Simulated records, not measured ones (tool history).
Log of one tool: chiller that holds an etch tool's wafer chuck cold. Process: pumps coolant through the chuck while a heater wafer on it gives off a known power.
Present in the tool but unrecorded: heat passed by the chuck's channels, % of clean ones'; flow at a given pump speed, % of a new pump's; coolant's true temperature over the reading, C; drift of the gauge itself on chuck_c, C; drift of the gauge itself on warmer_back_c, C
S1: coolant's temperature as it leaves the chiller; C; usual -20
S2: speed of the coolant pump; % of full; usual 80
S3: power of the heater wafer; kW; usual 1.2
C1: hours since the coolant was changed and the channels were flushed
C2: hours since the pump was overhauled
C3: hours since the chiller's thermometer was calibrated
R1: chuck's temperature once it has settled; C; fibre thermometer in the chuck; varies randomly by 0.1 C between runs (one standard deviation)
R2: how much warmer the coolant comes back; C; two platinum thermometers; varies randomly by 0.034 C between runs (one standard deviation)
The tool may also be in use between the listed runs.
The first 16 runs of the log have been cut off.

run 17 hour=1317.4 | S1=-20 S2=80 S3=0.614 | C1=109 C2=4938 C3=385 | R1=-14 R2=2.61
run 18 hour=1377.5 | S1=-20 S2=80 S3=0.614 | C1=169 C2=4998 C3=445 | R1=-14.3 R2=2.64
run 19 hour=1435.4 | S1=-20 S2=80 S3=1.361 | C1=227 C2=5056 C3=503 | R1=-7.3 R2=5.92
run 20 hour=1520.4 | S1=-14 S2=80 S3=1.227 | C1=312 C2=5141 C3=588 | R1=-2.5 R2=5.27
run 21 hour=1594.5 | S1=-14 S2=80 S3=1.227 | C1=386 C2=5215 C3=662 | R1=-2.5 R2=5.3
run 22 hour=1698.1 | S1=-10 S2=80 S3=0.649 | C1=490 C2=5319 C3=766 | R1=-4 R2=2.86
run 23 hour=1746.9 | S1=-10 S2=80 S3=0.649 | C1=538 C2=5367 C3=815 | R1=-3.8 R2=2.76
run 24 hour=1852.2 | S1=-15 S2=67 S3=0.919 | C1=644 C2=5473 C3=920 | R1=-5 R2=4.73
run 25 hour=1929.8 | S1=-28 S2=65 S3=0.935 | C1=721 C2=5550 C3=998 | R1=-17.6 R2=5.07
run 26 hour=1993.8 | S1=-28 S2=65 S3=1.375 | C1=785 C2=5614 C3=1062 | R1=-12.7 R2=7.29
run 27 hour=2092.9 | S1=-16 S2=65 S3=0.927 | C1=884 C2=5713 C3=1161 | R1=-5.7 R2=4.84
run 28 hour=2176.4 | S1=-16 S2=77 S3=0.705 | C1=968 C2=5797 C3=1244 | R1=-9.2 R2=3.16
run 29 hour=2282.6 | S1=-16 S2=64 S3=1.403 | C1=1074 C2=5903 C3=1350 | R1=-0.1 R2=7.52
run 30 hour=2390.3 | S1=-16 S2=64 S3=1.403 | C1=1182 C2=6011 C3=1458 | R1=-0.2 R2=7.58
run 31 hour=2464.8 | S1=-20 S2=69 S3=1.403 | C1=1256 C2=6085 C3=1533 | R1=-5.2 R2=6.99
run 32 hour=2539.8 | S1=-20 S2=69 S3=1.403 | C1=1331 C2=6160 C3=1608 | R1=-5.2 R2=6.97

What if the next run were any one of these 4? Each begins from the tool's condition after run 32:
run A hour=2597.5 | S1=-26 S2=68 S3=0.74 | C1=1389 C2=6218 C3=1665 | R1=? R2=?
run B hour=2597.5 | S1=-20 S2=66 S3=1.225 | C1=1389 C2=6218 C3=1665 | R1=? R2=?
run C hour=2597.5 | S1=-20 S2=74 S3=1.359 | C1=1389 C2=6218 C3=1665 | R1=? R2=?
run D hour=2597.5 | S1=-13 S2=74 S3=0.777 | C1=1389 C2=6218 C3=1665 | R1=? R2=?

run=A R1=-17.9 R2=3.71
run=B R1=-6.6 R2=6.36
run=C R1=-6.4 R2=6.29
run=D R1=-5.1 R2=3.64
Had the tool no hidden state, the same runs would have come out as:
run=A R1=-18 R2=3.71
run=B R1=-6.6 R2=6.36
run=C R1=-6.4 R2=6.28
run=D R1=-5.1 R2=3.63

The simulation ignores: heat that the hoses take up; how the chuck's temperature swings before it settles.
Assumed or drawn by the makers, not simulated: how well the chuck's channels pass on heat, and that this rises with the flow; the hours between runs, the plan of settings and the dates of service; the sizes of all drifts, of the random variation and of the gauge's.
